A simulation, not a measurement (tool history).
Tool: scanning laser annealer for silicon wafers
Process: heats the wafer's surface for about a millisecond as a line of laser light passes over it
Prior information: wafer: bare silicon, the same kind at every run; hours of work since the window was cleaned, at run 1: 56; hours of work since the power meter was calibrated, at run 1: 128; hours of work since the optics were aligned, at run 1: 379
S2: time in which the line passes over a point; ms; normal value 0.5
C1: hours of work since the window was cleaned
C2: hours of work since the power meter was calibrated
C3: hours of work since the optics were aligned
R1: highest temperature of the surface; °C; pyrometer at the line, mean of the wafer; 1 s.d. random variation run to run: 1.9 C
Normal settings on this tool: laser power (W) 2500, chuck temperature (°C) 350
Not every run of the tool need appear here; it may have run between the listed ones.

Run 1, hour 0: usual settings; C1 56; C2 128; C3 379. Result: R1 1134 °C.
Run 2, hour 4: usual settings but chuck temperature (°C) 341; C1 59; C2 131; C3 382. Result: R1 1125 °C.
Run 3, hour 7.9: usual settings but chuck temperature (°C) 330; C1 62; C2 134; C3 385. Result: R1 1114 °C.
Run 4, hour 14.4: usual settings but chuck temperature (°C) 338; C1 67; C2 139; C3 390. Result: R1 1122 °C.
Run 5, hour 18.4: usual settings but chuck temperature (°C) 338; C1 70; C2 142; C3 393. Result: R1 1122 °C.
Run 6, hour 24: usual settings; C1 74; C2 146; C3 397. Result: R1 1136 °C.
Run 7, hour 31.1: usual settings but chuck temperature (°C) 375; C1 79; C2 151; C3 402. Result: R1 1159 °C.
Run 8, hour 39: usual settings but laser power (W) 2193; C1 85; C2 157; C3 408. Result: R1 1046 °C.
Run 9, hour 45.9: usual settings but laser power (W) 2193; C1 90; C2 163; C3 413. Result: R1 1042 °C.
Run 10, hour 53.1: usual settings; C1 96; C2 168; C3 419. Result: R1 1136 °C.
Run 11, hour 57.3: usual settings; C1 99; C2 171; C3 422. Result: R1 1135 °C.
Run 12, hour 62: usual settings; C1 102; C2 175; C3 425. Result: R1 1133 °C.
Run 13, hour 71.3: usual settings; C1 109; C2 182; C3 432. Result: R1 1132 °C.
Run 14, hour 76.3: usual settings; C1 113; C2 185; C3 436. Result: R1 1128 °C.
Run 15, hour 82.2: usual settings; C1 117; C2 190; C3 440. Result: R1 1130 °C.
Run 16, hour 90.8: usual settings; C1 124; C2 196; C3 447. Result: R1 1132 °C.
Run 17, hour 95.5: usual settings; C1 127; C2 200; C3 450. Result: R1 1132 °C.
Run 18, hour 99.4: usual settings but chuck temperature (°C) 341; C1 130; C2 203; C3 453. Result: R1 1123 °C.
Run 19, hour 107: usual settings but chuck temperature (°C) 341; C1 136; C2 208; C3 459. Result: R1 1120 °C.
Run 20, hour 113.6: usual settings but chuck temperature (°C) 341; C1 141; C2 213; C3 464. Result: R1 1121 °C.
Run 21, hour 117.5: usual settings but chuck temperature (°C) 341; C1 144; C2 216; C3 467. Result: R1 1127 °C.
Run 22, hour 125.5: usual settings but laser power (W) 2611, chuck temperature (°C) 312; C1 150; C2 222; C3 473. Result: R1 1128 °C.
Run 23, hour 133.7: usual settings but laser power (W) 2611, S2 0.603 ms, chuck temperature (°C) 362; C1 156; C2 228; C3 479. Result: R1 1268 °C.
Run 24, hour 142.3: usual settings but laser power (W) 2514, S2 0.573 ms, chuck temperature (°C) 358; C1 162; C2 235; C3 486. Result: R1 1204 °C.
Run 25, hour 148: usual settings but laser power (W) 2514, S2 0.573 ms, chuck temperature (°C) 358; C1 167; C2 239; C3 490. Result: R1 1204 °C.
Run 26, hour 156.4: usual settings but laser power (W) 2207, S2 0.427 ms, chuck temperature (°C) 357; C1 173; C2 245; C3 496. Result: R1 991 °C.
Run 27, hour 161.6: usual settings but laser power (W) 2739, chuck temperature (°C) 342; C1 177; C2 249; C3 500. Result: R1 1190 °C.
At hour 165.1: laser's power meter calibrated.
Run 28, hour 169.5: usual settings but laser power (W) 2605; C1 181; C2 3; C3 504. Result: R1 1161 °C.
Run 29, hour 178.6: usual settings but laser power (W) 2605; C1 187; C2 10; C3 511. Result: R1 1157 °C.
At hour 185: laser's power meter calibrated, once more.
Run 30, hour 190.1: usual settings but laser power (W) 2548, S2 0.395 ms, chuck temperature (°C) 356; C1 194; C2 4; C3 517. Result: R1 1048 °C.
Run 31, hour 198.8: usual settings but S2 0.474 ms; C1 200; C2 10; C3 523. Result: R1 1108 °C.
Run 32, hour 203.6: usual settings but laser power (W) 2420, chuck temperature (°C) 320; C1 204; C2 14; C3 527. Result: R1 1080 °C.
Run 33, hour 210.6: usual settings but laser power (W) 2129, S2 0.412 ms, chuck temperature (°C) 320; C1 209; C2 19; C3 532. Result: R1 921 °C.
Run 34, hour 215.1: usual settings but laser power (W) 2129, S2 0.412 ms, chuck temperature (°C) 320; C1 213; C2 22; C3 536. Result: R1 921 °C.
Run 35, hour 223.9: usual settings but laser power (W) 2129, S2 0.412 ms, chuck temperature (°C) 320; C1 219; C2 29; C3 542. Result: R1 918 °C.
Run 36, hour 227.7: usual settings but chuck temperature (°C) 358; C1 222; C2 32; C3 545. Result: R1 1141 °C.
Run 37, hour 235.7: usual settings but laser power (W) 2171, S2 0.539 ms; C1 228; C2 38; C3 551. Result: R1 1062 °C.
Run 38, hour 240.4: usual settings but laser power (W) 2248, S2 0.46 ms, chuck temperature (°C) 342; C1 232; C2 41; C3 555. Result: R1 1015 °C.
Run 39, hour 248.6: usual settings but laser power (W) 2403, S2 0.46 ms, chuck temperature (°C) 342; C1 238; C2 48; C3 561. Result: R1 1058 °C.
Run 40, hour 257.5: usual settings but laser power (W) 2403, S2 0.46 ms, chuck temperature (°C) 342; C1 244; C2 54; C3 567. Result: R1 1057 °C.
Run 41, hour 262.2: usual settings but laser power (W) 2668, S2 0.46 ms, chuck temperature (°C) 342; C1 248; C2 58; C3 571. Result: R1 1131 °C.

Below are 3 alternative next runs, each starting from the tool's condition after run 41. Predict each:
Run A, hour 266.4: usual settings but S2 0.41 ms, chuck temperature (°C) 378; C1 251; C2 61; C3 574. Result: R1 ?.
Run B, hour 266.4: usual settings but S2 0.507 ms; C1 251; C2 61; C3 574. Result: R1 ?.
Run C, hour 266.4: usual settings but laser power (W) 2158, S2 0.521 ms, chuck temperature (°C) 376; C1 251; C2 61; C3 574. Result: R1 ?.

run    R1
  A  1071
  B  1133
  C  1067
Had the tool no hidden state, the same runs would have come out as:
run    R1
  A  1085
  B  1148
  C  1080
